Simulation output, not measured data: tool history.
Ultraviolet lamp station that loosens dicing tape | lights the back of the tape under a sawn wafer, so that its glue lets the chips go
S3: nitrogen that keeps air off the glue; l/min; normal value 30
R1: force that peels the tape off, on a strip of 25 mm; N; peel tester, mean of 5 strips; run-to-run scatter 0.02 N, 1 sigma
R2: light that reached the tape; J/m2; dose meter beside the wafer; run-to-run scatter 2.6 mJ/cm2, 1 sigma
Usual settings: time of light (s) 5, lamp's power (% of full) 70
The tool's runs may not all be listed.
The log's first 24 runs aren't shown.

{"run": 25, "hour": 195.1, "time of light (s)": 9, "lamp's power (% of full)": 71, "S3": 46, "R1": 0.341, "R2": 5130}
{"run": 26, "hour": 205.6, "time of light (s)": 9, "lamp's power (% of full)": 71, "S3": 46, "R1": 0.356, "R2": 5100}
{"run": 27, "hour": 211.5, "time of light (s)": 9, "lamp's power (% of full)": 71, "S3": 46, "R1": 0.336, "R2": 5030}
{"run": 28, "hour": 220.1, "time of light (s)": 6, "lamp's power (% of full)": 63, "S3": 29, "R1": 1.187, "R2": 2990}
{"run": 29, "hour": 226.6, "time of light (s)": 5, "lamp's power (% of full)": 60, "S3": 34, "R1": 1.519, "R2": 2380}
{"run": 30, "hour": 234.2, "time of light (s)": 5, "lamp's power (% of full)": 60, "S3": 34, "R1": 1.526, "R2": 2350}
{"hour": 239.9, "done": "window cleaned of glue's vapour"}
{"run": 31, "hour": 242.0, "time of light (s)": 5, "lamp's power (% of full)": 75, "S3": 49, "R1": 0.715, "R2": 3360}
{"run": 32, "hour": 248.1, "time of light (s)": 4, "lamp's power (% of full)": 94, "S3": 30, "R1": 1.002, "R2": 3330}
{"run": 33, "hour": 259.2, "time of light (s)": 5, "lamp's power (% of full)": 90, "S3": 12, "R1": 1.275, "R2": 3980}
{"run": 34, "hour": 272.0, "time of light (s)": 5, "lamp's power (% of full)": 70, "S3": 30, "R1": 1.109, "R2": 3080}
{"run": 35, "hour": 280.4, "time of light (s)": 5, "lamp's power (% of full)": 70, "S3": 10, "R1": 1.989, "R2": 3060}
{"run": 36, "hour": 286.1, "time of light (s)": 5, "lamp's power (% of full)": 70, "S3": 10, "R1": 2.017, "R2": 3060}
{"run": 37, "hour": 298.3, "time of light (s)": 9, "lamp's power (% of full)": 90, "S3": 30, "R1": 0.263, "R2": 7040}
{"run": 38, "hour": 304.7, "time of light (s)": 9, "lamp's power (% of full)": 90, "S3": 30, "R1": 0.268, "R2": 7070}
{"run": 39, "hour": 312.0, "time of light (s)": 9, "lamp's power (% of full)": 90, "S3": 30, "R1": 0.267, "R2": 7080}
{"run": 40, "hour": 319.8, "time of light (s)": 5, "lamp's power (% of full)": 70, "S3": 50, "R1": 0.883, "R2": 3090}
{"run": 41, "hour": 327.7, "time of light (s)": 5, "lamp's power (% of full)": 73, "S3": 56, "R1": 0.771, "R2": 3140}
{"run": 42, "hour": 335.5, "time of light (s)": 9, "lamp's power (% of full)": 70, "S3": 20, "R1": 0.529, "R2": 5380}
{"run": 43, "hour": 341.9, "time of light (s)": 3, "lamp's power (% of full)": 83, "S3": 20, "R1": 2.218, "R2": 2160}
{"run": 44, "hour": 351.7, "time of light (s)": 5, "lamp's power (% of full)": 81, "S3": 58, "R1": 0.651, "R2": 3480}

Each row is a separate what-if for the run after 44, all from the same tool condition, not one after another. Results?
{"run": "A", "hour": 359.8, "time of light (s)": 5, "lamp's power (% of full)": 70, "S3": 50, "R1": "?", "R2": "?"}
{"run": "B", "hour": 359.8, "time of light (s)": 8, "lamp's power (% of full)": 91, "S3": 11, "R1": "?", "R2": "?"}
{"run": "C", "hour": 359.8, "time of light (s)": 9, "lamp's power (% of full)": 81, "S3": 17, "R1": "?", "R2": "?"}

run=A R1=0.886 R2=3020
run=B R1=0.648 R2=6200
run=C R1=0.483 R2=6210
Had the tool no hidden state, the same runs would have come out as:
run=A R1=0.718 R2=3390
run=B R1=0.52 R2=6970
run=C R1=0.389 R2=6990
